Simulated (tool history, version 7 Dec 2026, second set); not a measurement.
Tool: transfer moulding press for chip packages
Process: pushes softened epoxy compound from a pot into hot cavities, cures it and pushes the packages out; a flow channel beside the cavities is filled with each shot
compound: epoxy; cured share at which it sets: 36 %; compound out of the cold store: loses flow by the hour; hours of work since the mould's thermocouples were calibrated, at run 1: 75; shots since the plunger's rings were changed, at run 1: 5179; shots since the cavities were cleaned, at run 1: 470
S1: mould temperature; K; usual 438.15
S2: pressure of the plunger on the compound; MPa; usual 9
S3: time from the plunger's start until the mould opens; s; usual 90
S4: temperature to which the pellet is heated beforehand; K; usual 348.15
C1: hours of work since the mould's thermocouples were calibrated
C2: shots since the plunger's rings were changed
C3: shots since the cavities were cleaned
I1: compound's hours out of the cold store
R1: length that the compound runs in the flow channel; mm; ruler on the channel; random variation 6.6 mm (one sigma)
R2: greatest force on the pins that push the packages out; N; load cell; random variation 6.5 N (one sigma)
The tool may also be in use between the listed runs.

Run 1, hour 0: usual settings; C1 75; C2 5179; C3 470; I1 24.9. Result: R1 655 mm, R2 314 N.
At hour 11.1: cavities cleaned with cleaning compound and waxed.
Run 2, hour 22.7: usual settings; C1 90; C2 5499; C3 176; I1 11.7. Result: R1 668 mm, R2 288 N.
Run 3, hour 42.9: usual settings; C1 104; C2 5805; C3 482; I1 16.1. Result: R1 659 mm, R2 322 N.
At hour 50.7: plunger's sealing rings changed.
At hour 57.8: cavities cleaned with cleaning compound and waxed.
Run 4, hour 71.8: usual settings; C1 122; C2 296; C3 211; I1 35. Result: R1 693 mm, R2 289 N.
At hour 99.7: cavities cleaned with cleaning compound and waxed.
Run 5, hour 102.3: usual settings; C1 143; C2 734; C3 40; I1 38.5. Result: R1 682 mm, R2 270 N.
Run 6, hour 131: usual settings but S1 433.15 K; C1 163; C2 1168; C3 474; I1 30.3. Result: R1 712 mm, R2 417 N.
At hour 141.8: cavities cleaned with cleaning compound and waxed.
Run 7, hour 160.4: usual settings; C1 183; C2 1589; C3 281; I1 39.1. Result: R1 687 mm, R2 299 N.
At hour 184.9: cavities cleaned with cleaning compound and waxed.
Run 8, hour 194.5: usual settings; C1 206; C2 2081; C3 144; I1 23.1. Result: R1 681 mm, R2 286 N.
At hour 226.8: cavities cleaned with cleaning compound and waxed.
Run 9, hour 226.8: usual settings; C1 228; C2 2546; C3 0; I1 43.6. Result: R1 661 mm, R2 265 N.
Run 10, hour 252.1: usual settings; C1 246; C2 2929; C3 383; I1 23.5. Result: R1 684 mm, R2 324 N.
At hour 270.6: cavities cleaned with cleaning compound and waxed.
Run 11, hour 270.9: usual settings but S1 445.15 K; C1 258; C2 3190; C3 5; I1 37.9. Result: R1 647 mm, R2 225 N.
Run 12, hour 302.7: usual settings but S1 445.15 K; C1 280; C2 3671; C3 486; I1 40.7. Result: R1 648 mm, R2 296 N.
At hour 314.9: cavities cleaned with cleaning compound and waxed.
Run 13, hour 336.7: usual settings but S1 445.15 K; C1 303; C2 4161; C3 329; I1 33.7. Result: R1 647 mm, R2 277 N.
At hour 356.7: cavities cleaned with cleaning compound and waxed.
Run 14, hour 359.6: usual settings but S1 441.15 K, S4 357.15 K; C1 319; C2 4485; C3 44; I1 43.9. Result: R1 634 mm, R2 238 N.
Run 15, hour 379.1: usual settings but S1 441.15 K, S2 8.3 MPa, S3 91 s, S4 357.15 K; C1 332; C2 4779; C3 338; I1 45.6. Result: R1 609 mm, R2 280 N.
At hour 401: cavities cleaned with cleaning compound and waxed.
Run 16, hour 405.2: usual settings but S1 441.15 K, S2 8.72 MPa, S3 81 s; C1 350; C2 5150; C3 63; I1 9.7. Result: R1 675 mm, R2 283 N.
Run 17, hour 428.8: usual settings but S1 440.15 K, S2 8.72 MPa, S3 125 s; C1 366; C2 5507; C3 420; I1 45.5. Result: R1 615 mm, R2 286 N.
At hour 443.6: cavities cleaned with cleaning compound and waxed.
At hour 457.4: plunger's sealing rings changed.
Run 18, hour 459.7: usual settings but S1 439.15 K, S2 8.72 MPa, S3 125 s; C1 386; C2 35; C3 205; I1 28.3. Result: R1 696 mm, R2 256 N.
Run 19, hour 481: usual settings but S1 443.15 K, S2 9.02 MPa, S3 76 s, S4 347.15 K; C1 401; C2 357; C3 527; I1 38.7. Result: R1 670 mm, R2 331 N.
At hour 488.1: cavities cleaned with cleaning compound and waxed.
Run 20, hour 512.9: usual settings but S1 443.15 K, S2 9.02 MPa, S3 76 s, S4 347.15 K; C1 422; C2 817; C3 375; I1 46.3. Result: R1 657 mm, R2 330 N.
Run 21, hour 527.5: usual settings but S1 440.15 K; C1 433; C2 1037; C3 595; I1 18.5. Result: R1 712 mm, R2 326 N.
At hour 531.4: cavities cleaned with cleaning compound and waxed.
At hour 555.1: mould's thermocouples calibrated.
Run 22, hour 561.4: usual settings but S1 440.15 K; C1 4; C2 1496; C3 423; I1 40.8. Result: R1 673 mm, R2 300 N.
At hour 576: cavities cleaned with cleaning compound and waxed.
Run 23, hour 595.2: usual settings but S1 440.15 K; C1 27; C2 1984; C3 290; I1 13.4. Result: R1 701 mm, R2 286 N.
Run 24, hour 612.1: usual settings but S1 440.15 K, S3 82 s, S4 343.15 K; C1 39; C2 2239; C3 545; I1 9.7. Result: R1 702 mm, R2 360 N.
At hour 618.6: cavities cleaned with cleaning compound and waxed.
Run 25, hour 631.3: usual settings but S1 436.15 K, S2 10.01 MPa, S3 96 s, S4 355.15 K; C1 52; C2 2506; C3 191; I1 20.6. Result: R1 736 mm, R2 294 N.
Run 26, hour 658.4: usual settings but S1 436.15 K, S2 10.01 MPa, S3 96 s, S4 355.15 K; C1 71; C2 2917; C3 602; I1 15. Result: R1 749 mm, R2 329 N.

4 ways to go on from here, each from the tool as it stands after run 26. What would each give?
At hour 662.3: cavities cleaned with cleaning compound and waxed.
Run A, hour 684: usual settings but S1 436.15 K, S2 9.05 MPa, S3 78 s, S4 352.15 K; C1 88; C2 3280; C3 327; I1 21.8. Result: R1 ?, R2 ?.
At hour 662.3: cavities cleaned with cleaning compound and waxed.
Run B, hour 684: usual settings but S1 445.15 K, S2 10.19 MPa, S3 96 s, S4 355.15 K; C1 88; C2 3280; C3 327; I1 22.4. Result: R1 ?, R2 ?.
At hour 662.3: cavities cleaned with cleaning compound and waxed.
Run C, hour 684: usual settings but S1 437.15 K, S4 347.15 K; C1 88; C2 3280; C3 327; I1 33. Result: R1 ?, R2 ?.
At hour 662.3: cavities cleaned with cleaning compound and waxed.
Run D, hour 684: usual settings but S1 431.15 K, S2 10.01 MPa, S3 96 s, S4 355.15 K; C1 88; C2 3280; C3 327; I1 39.3. Result: R1 ?, R2 ?.

run   R1   R2
  A  688  445
  B  711  274
  C  668  329
  D  712  399
Without the tool's hidden state the same runs would have given:
run   R1   R2
  A  721  347
  B  745  219
  C  700  261
  D  747  313
